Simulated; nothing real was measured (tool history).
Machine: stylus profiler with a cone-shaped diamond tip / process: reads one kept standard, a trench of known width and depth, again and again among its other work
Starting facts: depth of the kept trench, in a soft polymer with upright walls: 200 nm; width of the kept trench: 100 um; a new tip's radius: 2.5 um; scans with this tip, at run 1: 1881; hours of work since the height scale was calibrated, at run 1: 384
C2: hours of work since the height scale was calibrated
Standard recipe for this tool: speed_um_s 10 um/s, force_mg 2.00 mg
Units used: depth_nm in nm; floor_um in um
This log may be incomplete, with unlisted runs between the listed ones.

{"run": 1, "hour": 0.0, "speed_um_s": 10, "force_mg": 2.0, "scans with this tip": 1881, "C2": 384, "depth_nm": 202.02, "floor_um": 97.94}
{"run": 2, "hour": 14.3, "speed_um_s": 10, "force_mg": 2.0, "scans with this tip": 1931, "C2": 394, "depth_nm": 202.06, "floor_um": 97.93}
{"run": 3, "hour": 27.7, "speed_um_s": 10, "force_mg": 5.36, "scans with this tip": 1978, "C2": 403, "depth_nm": 204.09, "floor_um": 97.96}
{"run": 4, "hour": 40.3, "speed_um_s": 10, "force_mg": 5.36, "scans with this tip": 2023, "C2": 412, "depth_nm": 204.09, "floor_um": 98.0}
{"run": 5, "hour": 56.2, "speed_um_s": 10, "force_mg": 3.21, "scans with this tip": 2079, "C2": 424, "depth_nm": 202.81, "floor_um": 97.93}
{"run": 6, "hour": 69.5, "speed_um_s": 10, "force_mg": 3.21, "scans with this tip": 2125, "C2": 433, "depth_nm": 202.82, "floor_um": 97.96}
{"run": 7, "hour": 78.5, "speed_um_s": 10, "force_mg": 3.21, "scans with this tip": 2157, "C2": 440, "depth_nm": 202.81, "floor_um": 97.94}
{"run": 8, "hour": 94.1, "speed_um_s": 10, "force_mg": 2.0, "scans with this tip": 2212, "C2": 451, "depth_nm": 202.03, "floor_um": 97.92}
{"run": 9, "hour": 105.6, "speed_um_s": 10, "force_mg": 2.0, "scans with this tip": 2253, "C2": 459, "depth_nm": 202.02, "floor_um": 98.0}
{"run": 10, "hour": 119.7, "speed_um_s": 10, "force_mg": 2.0, "scans with this tip": 2303, "C2": 470, "depth_nm": 202.01, "floor_um": 97.95}
{"run": 11, "hour": 132.2, "speed_um_s": 8, "force_mg": 0.69, "scans with this tip": 2347, "C2": 479, "depth_nm": 200.89, "floor_um": 97.96}
{"run": 12, "hour": 147.2, "speed_um_s": 10, "force_mg": 0.72, "scans with this tip": 2399, "C2": 489, "depth_nm": 200.88, "floor_um": 97.92}
{"run": 13, "hour": 158.5, "speed_um_s": 10, "force_mg": 0.72, "scans with this tip": 2439, "C2": 497, "depth_nm": 200.89, "floor_um": 97.95}
{"hour": 160.4, "done": "height scale calibrated on a step standard"}
{"run": 14, "hour": 173.2, "speed_um_s": 10, "force_mg": 0.72, "scans with this tip": 2489, "C2": 9, "depth_nm": 200.87, "floor_um": 97.93}
{"run": 15, "hour": 186.4, "speed_um_s": 10, "force_mg": 0.72, "scans with this tip": 2536, "C2": 19, "depth_nm": 200.89, "floor_um": 97.95}
{"hour": 191.5, "done": "height scale calibrated on a step standard, once more"}
{"run": 16, "hour": 200.7, "speed_um_s": 10, "force_mg": 0.72, "scans with this tip": 2585, "C2": 7, "depth_nm": 201.06, "floor_um": 97.88}
{"run": 17, "hour": 211.0, "speed_um_s": 10, "force_mg": 0.72, "scans with this tip": 2621, "C2": 14, "depth_nm": 201.05, "floor_um": 97.91}
{"run": 18, "hour": 221.6, "speed_um_s": 28, "force_mg": 3.7, "scans with this tip": 2658, "C2": 22, "depth_nm": 203.25, "floor_um": 97.88}
{"run": 19, "hour": 231.5, "speed_um_s": 10, "force_mg": 4.26, "scans with this tip": 2693, "C2": 29, "depth_nm": 203.58, "floor_um": 97.94}
{"run": 20, "hour": 245.3, "speed_um_s": 10, "force_mg": 4.26, "scans with this tip": 2742, "C2": 39, "depth_nm": 203.59, "floor_um": 97.9}

Entry by entry between the runs, the difference in hidden state between the last listed run before and the first listed run after:
Run 13 -> run 14: height scale calibrated on a step standard (hour 160.4)
  radius of the tip, um: 2.69 -> 2.7; height scale over the true one, %: -0.104 -> -0.127
  what was measured, less what the result would be without the hidden state, depth_nm: -0.21 -> -0.25 nm; floor_um: -0.08 -> -0.08 um
Run 15 -> run 16: height scale calibrated on a step standard, once more (hour 191.5)
  radius of the tip, um: 2.7 -> 2.71; height scale over the true one, %: -0.128 -> -0.03
  what was measured, less what the result would be without the hidden state, depth_nm: -0.26 -> -0.06 nm; floor_um: -0.08 -> -0.08 um
